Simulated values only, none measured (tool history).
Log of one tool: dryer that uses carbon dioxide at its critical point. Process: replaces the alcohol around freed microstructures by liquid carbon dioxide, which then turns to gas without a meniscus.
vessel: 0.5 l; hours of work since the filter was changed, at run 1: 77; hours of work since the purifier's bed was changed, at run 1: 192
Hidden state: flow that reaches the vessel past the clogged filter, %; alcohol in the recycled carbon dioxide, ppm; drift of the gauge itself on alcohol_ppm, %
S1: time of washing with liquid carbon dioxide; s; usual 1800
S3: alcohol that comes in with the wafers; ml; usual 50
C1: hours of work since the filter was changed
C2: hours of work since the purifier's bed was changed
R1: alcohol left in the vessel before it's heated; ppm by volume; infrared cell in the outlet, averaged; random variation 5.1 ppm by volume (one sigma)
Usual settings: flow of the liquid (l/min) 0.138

{"run": 1, "day": 0.0, "S1": 1800, "flow of the liquid (l/min)": 0.138, "S3": 50, "C1": 77, "C2": 192, "R1": 99}
{"run": 2, "day": 0.704, "S1": 1800, "flow of the liquid (l/min)": 0.138, "S3": 50, "C1": 83, "C2": 197, "R1": 105}
{"run": 3, "day": 1.275, "S1": 1800, "flow of the liquid (l/min)": 0.138, "S3": 50, "C1": 87, "C2": 202, "R1": 105}
{"run": 4, "day": 1.775, "S1": 1800, "flow of the liquid (l/min)": 0.138, "S3": 102, "C1": 91, "C2": 206, "R1": 170}
{"run": 5, "day": 2.729, "S1": 1800, "flow of the liquid (l/min)": 0.138, "S3": 50, "C1": 99, "C2": 214, "R1": 112}
{"run": 6, "day": 3.2, "S1": 1800, "flow of the liquid (l/min)": 0.138, "S3": 50, "C1": 103, "C2": 217, "R1": 108}
{"run": 7, "day": 4.004, "S1": 1800, "flow of the liquid (l/min)": 0.138, "S3": 50, "C1": 109, "C2": 224, "R1": 109}
{"run": 8, "day": 4.467, "S1": 1800, "flow of the liquid (l/min)": 0.138, "S3": 50, "C1": 113, "C2": 228, "R1": 103}
{"run": 9, "day": 5.008, "S1": 1800, "flow of the liquid (l/min)": 0.138, "S3": 50, "C1": 117, "C2": 232, "R1": 116}
{"run": 10, "day": 5.675, "S1": 1800, "flow of the liquid (l/min)": 0.138, "S3": 50, "C1": 122, "C2": 237, "R1": 120}
{"run": 11, "day": 6.592, "S1": 1800, "flow of the liquid (l/min)": 0.138, "S3": 50, "C1": 130, "C2": 245, "R1": 123}
{"run": 12, "day": 7.046, "S1": 1800, "flow of the liquid (l/min)": 0.138, "S3": 50, "C1": 133, "C2": 248, "R1": 109}
{"run": 13, "day": 7.633, "S1": 1800, "flow of the liquid (l/min)": 0.138, "S3": 50, "C1": 138, "C2": 253, "R1": 126}
{"run": 14, "day": 8.242, "S1": 1800, "flow of the liquid (l/min)": 0.138, "S3": 50, "C1": 143, "C2": 258, "R1": 132}
{"run": 15, "day": 9.175, "S1": 2760, "flow of the liquid (l/min)": 0.138, "S3": 50, "C1": 150, "C2": 265, "R1": 61}
{"run": 16, "day": 9.975, "S1": 2760, "flow of the liquid (l/min)": 0.138, "S3": 50, "C1": 157, "C2": 272, "R1": 64}
{"run": 17, "day": 10.892, "S1": 2760, "flow of the liquid (l/min)": 0.138, "S3": 50, "C1": 164, "C2": 279, "R1": 63}
{"run": 18, "day": 11.396, "S1": 1800, "flow of the liquid (l/min)": 0.138, "S3": 50, "C1": 168, "C2": 283, "R1": 142}
{"run": 19, "day": 12.304, "S1": 2700, "flow of the liquid (l/min)": 0.138, "S3": 50, "C1": 175, "C2": 290, "R1": 68}
{"run": 20, "day": 12.8, "S1": 2700, "flow of the liquid (l/min)": 0.138, "S3": 50, "C1": 179, "C2": 294, "R1": 63}
{"run": 21, "day": 13.608, "S1": 1800, "flow of the liquid (l/min)": 0.138, "S3": 50, "C1": 186, "C2": 301, "R1": 138}
{"run": 22, "day": 14.246, "S1": 1260, "flow of the liquid (l/min)": 0.138, "S3": 50, "C1": 191, "C2": 306, "R1": 721}
{"run": 23, "day": 14.954, "S1": 1200, "flow of the liquid (l/min)": 0.091, "S3": 37, "C1": 197, "C2": 311, "R1": 3286}
{"run": 24, "day": 15.625, "S1": 1320, "flow of the liquid (l/min)": 0.093, "S3": 37, "C1": 202, "C2": 317, "R1": 2199}
{"run": 25, "day": 16.296, "S1": 1140, "flow of the liquid (l/min)": 0.085, "S3": 72, "C1": 207, "C2": 322, "R1": 8881}
{"run": 26, "day": 17.275, "S1": 1800, "flow of the liquid (l/min)": 0.137, "S3": 49, "C1": 215, "C2": 330, "R1": 141}
{"run": 27, "day": 18.046, "S1": 1800, "flow of the liquid (l/min)": 0.084, "S3": 49, "C1": 221, "C2": 336, "R1": 1388}
{"run": 28, "day": 18.921, "S1": 1800, "flow of the liquid (l/min)": 0.084, "S3": 49, "C1": 228, "C2": 343, "R1": 1402}
{"run": 29, "day": 19.888, "S1": 1920, "flow of the liquid (l/min)": 0.084, "S3": 73, "C1": 236, "C2": 351, "R1": 1546}
{"run": 30, "day": 20.312, "S1": 1920, "flow of the liquid (l/min)": 0.084, "S3": 73, "C1": 239, "C2": 354, "R1": 1587}
{"day": 20.858, "done": "inlet filter changed"}
{"run": 31, "day": 20.858, "S1": 1680, "flow of the liquid (l/min)": 0.211, "S3": 31, "C1": 0, "C2": 358, "R1": 78}
{"run": 32, "day": 21.392, "S1": 1860, "flow of the liquid (l/min)": 0.085, "S3": 50, "C1": 4, "C2": 362, "R1": 824}
{"run": 33, "day": 21.896, "S1": 1860, "flow of the liquid (l/min)": 0.085, "S3": 50, "C1": 8, "C2": 367, "R1": 829}
{"run": 34, "day": 22.675, "S1": 1860, "flow of the liquid (l/min)": 0.085, "S3": 50, "C1": 15, "C2": 373, "R1": 866}
{"run": 35, "day": 23.233, "S1": 1800, "flow of the liquid (l/min)": 0.138, "S3": 75, "C1": 19, "C2": 377, "R1": 152}
{"run": 36, "day": 23.838, "S1": 1800, "flow of the liquid (l/min)": 0.183, "S3": 75, "C1": 24, "C2": 382, "R1": 96}

The next listed run, before its measurement:
{"run": 37, "day": 24.425, "S1": 1080, "flow of the liquid (l/min)": 0.161, "S3": 46, "C1": 29, "C2": 387, "R1": "?"}

{"run 37": {"R1": 510}}
Without the tool's hidden state the same run would have given R1 412 ppm by volume.
